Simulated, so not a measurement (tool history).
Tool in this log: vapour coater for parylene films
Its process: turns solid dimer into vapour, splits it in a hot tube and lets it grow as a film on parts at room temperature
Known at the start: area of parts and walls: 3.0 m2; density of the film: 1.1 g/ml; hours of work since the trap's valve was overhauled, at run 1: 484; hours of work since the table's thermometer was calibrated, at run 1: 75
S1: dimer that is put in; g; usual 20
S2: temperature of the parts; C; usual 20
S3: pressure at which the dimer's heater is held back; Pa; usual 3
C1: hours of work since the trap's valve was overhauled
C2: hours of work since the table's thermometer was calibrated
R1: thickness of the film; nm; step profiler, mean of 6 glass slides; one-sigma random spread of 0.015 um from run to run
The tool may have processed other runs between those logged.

run    hour  S1  S2    S3   C1   C2    R1
  1       0  20  20     3  484   75  4620
       53.2  -- trap's valve overhauled
  2    80.3  20  20     3   24  143  4600
  3   145.8  20  20     3   83  202  4620
  4   203.9  20  20     3  135  254  4590
  5   266.3  20  20     3  191  310  4590
  6     349  20  20     3  265  384  4600
  7   386.5   8  20     3  298  418  1830
  8   449.6  18  20     3  355  474  4110
  9   507.1  18  20     3  406  526  4110
 10   576.5  30  20     3  469  588  6870
      649.8  -- trap's valve overhauled
 11   667.9  30  20     3   16  666  6850
 12   732.5  20  20  4.32   74  724  4200
 13   798.9  20  20  4.32  134  783  4190
 14   852.8  21  20  4.32  182  832  4390
 15   914.7  21  20  4.32  237  887  4390
      926.2  -- table's thermometer calibrated
 16     980  20  14     3  295   48  5060
 17  1067.9  20  15  3.63  374  127  4720
 18  1147.4  20  21  9.97  445  198  3320
 19  1211.3  20  25  6.58  502  255  3430
     1244.2  -- trap's valve overhauled
 20  1277.1  14  32  10.5   29  311  1910
 21  1313.9  14  32  10.5   62  344  1900

Expected results for the next run?
 22  1401.9  20  30  2.78  141  422   ?

Run 22 produced R1 3880 nm.
Were there no unlogged condition in the tool, this run, its random variation unchanged, would have produced R1 3960 nm.
